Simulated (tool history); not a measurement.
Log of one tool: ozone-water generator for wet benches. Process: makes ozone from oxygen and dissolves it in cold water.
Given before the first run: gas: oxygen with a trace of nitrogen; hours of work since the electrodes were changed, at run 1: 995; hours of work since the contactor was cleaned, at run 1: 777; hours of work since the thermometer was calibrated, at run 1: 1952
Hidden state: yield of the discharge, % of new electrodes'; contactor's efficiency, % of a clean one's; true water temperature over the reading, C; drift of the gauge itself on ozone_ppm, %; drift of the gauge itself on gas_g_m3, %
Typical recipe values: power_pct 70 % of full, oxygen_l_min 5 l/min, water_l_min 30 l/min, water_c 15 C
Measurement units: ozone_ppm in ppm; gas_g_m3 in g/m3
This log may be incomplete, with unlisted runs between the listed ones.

run     day  power_pct  oxygen_l_min  water_l_min  water_c  hours of work since the electrodes were changed  hours of work since the contactor was cleaned  hours of work since the thermometer was calibrated  ozone_ppm  gas_g_m3
  1       0         70             5           30       15                                              995                                            777                                                1952       18.1     211.4
  2   1.275         70             5           30       15                                             1020                                            802                                                1977         18     210.7
  3   1.967         70             5           30       15                                             1034                                            816                                                1991       18.2     213.8
  4   2.725         70             5           30       15                                             1049                                            831                                                2006       18.1     210.6
  5   3.783         70             5           30       18                                             1071                                            852                                                2027       17.4     210.3
  6   4.538         70             5           29       15                                             1086                                            868                                                2043       18.5     209.6
  7   5.067         70             5           29       15                                             1096                                            878                                                2053       18.4       210
  8   6.154         70             5           30        9                                             1118                                            900                                                2075       18.9     210.3
  9   6.833         70             5           30       15                                             1132                                            914                                                2089       17.8     209.1
 10   7.596         70             5           30       15                                             1147                                            929                                                2104         18     209.6
 11   8.196         70             5           30       15                                             1159                                            941                                                2116       17.9     209.7
 12   8.808         70             5           30        9                                             1171                                            953                                                2128       18.9       211
 13   9.854         70          3.69           30       12                                             1192                                            974                                                2149       17.1     243.5
 14  10.808         70          3.62           45       12                                             1212                                            993                                                2168       11.4     247.8
 15  11.583         54          3.62           45       12                                             1227                                           1009                                                2184        9.3       203
     11.846  -- contactor cleaned
 16  13.012         89             5           30       20                                             1252                                             23                                                2209         20       250
 17  14.171         89             5           30       20                                             1276                                             47                                                2232       20.2       249
      14.65  -- contactor cleaned, once more
 18  15.225         98           4.2           32        9                                             1293                                             12                                                2250       22.1     292.5
 19  16.217         48             5           32       15                                             1313                                             31                                                2270       12.8     157.7
 20  16.846         79           2.6           32       15                                             1326                                             44                                                2283       15.5     314.9
 21  18.096         70          7.16           25       19                                             1351                                             69                                                2308       20.7     174.1
 22  19.108         70          5.66           40        9                                             1371                                             89                                                2328       14.8       197
 23  19.717         51             5           19        8                                             1384                                            102                                                2340       22.6     164.1
 24  20.262         95             5           30       15                                             1395                                            113                                                2351       22.2     261.8

Predict each of these 3 candidate next runs independently; none follows another, all start after run 24:
  A  20.883         88             5           28       16                                             1407                                            125                                                2364          ?         ?
  B  20.883         68          6.67           30       19                                             1407                                            125                                                2364          ?         ?
  C  20.883         83          4.26           30       15                                             1407                                            125                                                2364          ?         ?

run  ozone_ppm  gas_g_m3
  A       22.1     246.4
  B       17.4     178.5
  C       19.8     256.9
With the hidden condition removed and each run's random variation left untouched, the same runs would have given:
run  ozone_ppm  gas_g_m3
  A       23.8     262.1
  B       18.5     187.9
  C       21.2     272.6
